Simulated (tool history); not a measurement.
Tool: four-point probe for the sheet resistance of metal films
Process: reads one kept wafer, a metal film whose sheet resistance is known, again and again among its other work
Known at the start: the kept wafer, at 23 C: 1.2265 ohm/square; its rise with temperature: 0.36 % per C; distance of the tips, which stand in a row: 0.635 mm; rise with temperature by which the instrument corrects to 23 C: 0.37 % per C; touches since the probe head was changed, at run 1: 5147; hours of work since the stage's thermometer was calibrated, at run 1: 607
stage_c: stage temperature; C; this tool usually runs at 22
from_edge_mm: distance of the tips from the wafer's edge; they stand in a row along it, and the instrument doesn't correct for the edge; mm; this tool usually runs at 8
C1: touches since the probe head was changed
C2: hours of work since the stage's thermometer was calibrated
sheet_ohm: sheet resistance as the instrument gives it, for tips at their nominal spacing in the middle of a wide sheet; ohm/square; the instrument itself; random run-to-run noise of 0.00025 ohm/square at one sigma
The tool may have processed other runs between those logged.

run 1 hour=0.0 | stage_c=22 from_edge_mm=8 | C1=5147 C2=607 | sheet_ohm=1.225738
run 2 hour=104.8 | stage_c=22 from_edge_mm=8 | C1=6306 C2=659 | sheet_ohm=1.225562
run 3 hour=175.1 | stage_c=22 from_edge_mm=8 | C1=7083 C2=695 | sheet_ohm=1.225864
run 4 hour=262.7 | stage_c=22 from_edge_mm=28 | C1=8053 C2=738 | sheet_ohm=1.222244
run 5 hour=370.9 | stage_c=22 from_edge_mm=28 | C1=9249 C2=793 | sheet_ohm=1.222175
run 6 hour=473.8 | stage_c=19 from_edge_mm=8 | C1=10388 C2=844 | sheet_ohm=1.226203
run 7 hour=572.9 | stage_c=22 from_edge_mm=8 | C1=11484 C2=894 | sheet_ohm=1.226173
run 8 hour=652.3 | stage_c=22 from_edge_mm=8 | C1=12362 C2=934 | sheet_ohm=1.226657
run 9 hour=720.7 | stage_c=22 from_edge_mm=8 | C1=13118 C2=968 | sheet_ohm=1.226807
run 10 hour=773.6 | stage_c=22 from_edge_mm=8 | C1=13703 C2=994 | sheet_ohm=1.226498
run 11 hour=819.2 | stage_c=22 from_edge_mm=8 | C1=14208 C2=1017 | sheet_ohm=1.226958
run 12 hour=919.0 | stage_c=22 from_edge_mm=8 | C1=15312 C2=1067 | sheet_ohm=1.226789
run 13 hour=981.9 | stage_c=22 from_edge_mm=11 | C1=16007 C2=1099 | sheet_ohm=1.225008
run 14 hour=1033.1 | stage_c=35 from_edge_mm=8 | C1=16573 C2=1124 | sheet_ohm=1.226309
run 15 hour=1127.3 | stage_c=35 from_edge_mm=8 | C1=17616 C2=1171 | sheet_ohm=1.226647
run 16 hour=1225.7 | stage_c=22 from_edge_mm=8 | C1=18704 C2=1221 | sheet_ohm=1.227689
run 17 hour=1283.9 | stage_c=22 from_edge_mm=8 | C1=19348 C2=1250 | sheet_ohm=1.227847
-- hour=1289.0 stage's thermometer calibrated
run 18 hour=1367.7 | stage_c=22 from_edge_mm=8 | C1=20269 C2=39 | sheet_ohm=1.228347
run 19 hour=1458.7 | stage_c=22 from_edge_mm=8 | C1=21275 C2=85 | sheet_ohm=1.228133
run 20 hour=1561.4 | stage_c=19 from_edge_mm=8 | C1=22412 C2=136 | sheet_ohm=1.228618
run 21 hour=1630.9 | stage_c=19 from_edge_mm=8 | C1=23181 C2=171 | sheet_ohm=1.229079
run 22 hour=1713.3 | stage_c=19 from_edge_mm=8 | C1=24092 C2=213 | sheet_ohm=1.228875
-- hour=1797.2 stage's thermometer calibrated, once more
run 23 hour=1816.3 | stage_c=19 from_edge_mm=8 | C1=25225 C2=10 | sheet_ohm=1.226275
run 24 hour=1913.9 | stage_c=19 from_edge_mm=8 | C1=26305 C2=58 | sheet_ohm=1.226401
run 25 hour=2002.5 | stage_c=19 from_edge_mm=16 | C1=27284 C2=103 | sheet_ohm=1.223203
run 26 hour=2060.5 | stage_c=19 from_edge_mm=15 | C1=27927 C2=132 | sheet_ohm=1.223795
run 27 hour=2134.8 | stage_c=22 from_edge_mm=8 | C1=28748 C2=169 | sheet_ohm=1.226617
run 28 hour=2228.3 | stage_c=22 from_edge_mm=8 | C1=29782 C2=216 | sheet_ohm=1.226408
run 29 hour=2316.4 | stage_c=22 from_edge_mm=8 | C1=30757 C2=260 | sheet_ohm=1.227151
run 30 hour=2386.4 | stage_c=22 from_edge_mm=8 | C1=31531 C2=295 | sheet_ohm=1.227121
run 31 hour=2449.4 | stage_c=18 from_edge_mm=16 | C1=32228 C2=327 | sheet_ohm=1.224348
run 32 hour=2506.4 | stage_c=34 from_edge_mm=11 | C1=32858 C2=355 | sheet_ohm=1.224657
run 33 hour=2576.8 | stage_c=29 from_edge_mm=8 | C1=33637 C2=390 | sheet_ohm=1.227051
run 34 hour=2627.2 | stage_c=29 from_edge_mm=8 | C1=34195 C2=416 | sheet_ohm=1.227074
run 35 hour=2696.1 | stage_c=33 from_edge_mm=8 | C1=34957 C2=450 | sheet_ohm=1.227068
run 36 hour=2798.1 | stage_c=27 from_edge_mm=64 | C1=36085 C2=501 | sheet_ohm=1.223334
run 37 hour=2868.2 | stage_c=18 from_edge_mm=10 | C1=36860 C2=536 | sheet_ohm=1.226625
run 38 hour=2958.5 | stage_c=20 from_edge_mm=9 | C1=37859 C2=582 | sheet_ohm=1.226929
run 39 hour=3065.1 | stage_c=20 from_edge_mm=9 | C1=39038 C2=635 | sheet_ohm=1.227308
run 40 hour=3126.4 | stage_c=27 from_edge_mm=23 | C1=39717 C2=666 | sheet_ohm=1.224431
run 41 hour=3195.2 | stage_c=28 from_edge_mm=23 | C1=40477 C2=700 | sheet_ohm=1.224105
run 42 hour=3255.5 | stage_c=29 from_edge_mm=18 | C1=41144 C2=730 | sheet_ohm=1.224842
run 43 hour=3302.3 | stage_c=27 from_edge_mm=7 | C1=41661 C2=754 | sheet_ohm=1.229589
run 44 hour=3353.1 | stage_c=23 from_edge_mm=5 | C1=42224 C2=779 | sheet_ohm=1.234856
run 45 hour=3433.9 | stage_c=18 from_edge_mm=4 | C1=43117 C2=820 | sheet_ohm=1.241444
run 46 hour=3526.7 | stage_c=23 from_edge_mm=27 | C1=44144 C2=866 | sheet_ohm=1.225000

Take each entry between the runs: how does the hidden state at the last listed run before it differ from the hidden state at the first listed run after it?
Run 17 -> run 18: stage's thermometer calibrated (hour 1289.0)
  inner tips' distance over the nominal, %: -0.392 -> -0.386; wafer's true temperature over the reading, C: 0.48 -> 0.61
  the result without the hidden state subtracted from the measured one, sheet_ohm: -0.003090 -> -0.002419 ohm/square
Run 22 -> run 23: stage's thermometer calibrated, once more (hour 1797.2)
  inner tips' distance over the nominal, %: -0.364 -> -0.358; wafer's true temperature over the reading, C: 0.68 -> 0.01
  the result without the hidden state subtracted from the measured one, sheet_ohm: -0.001792 -> -0.004728 ohm/square
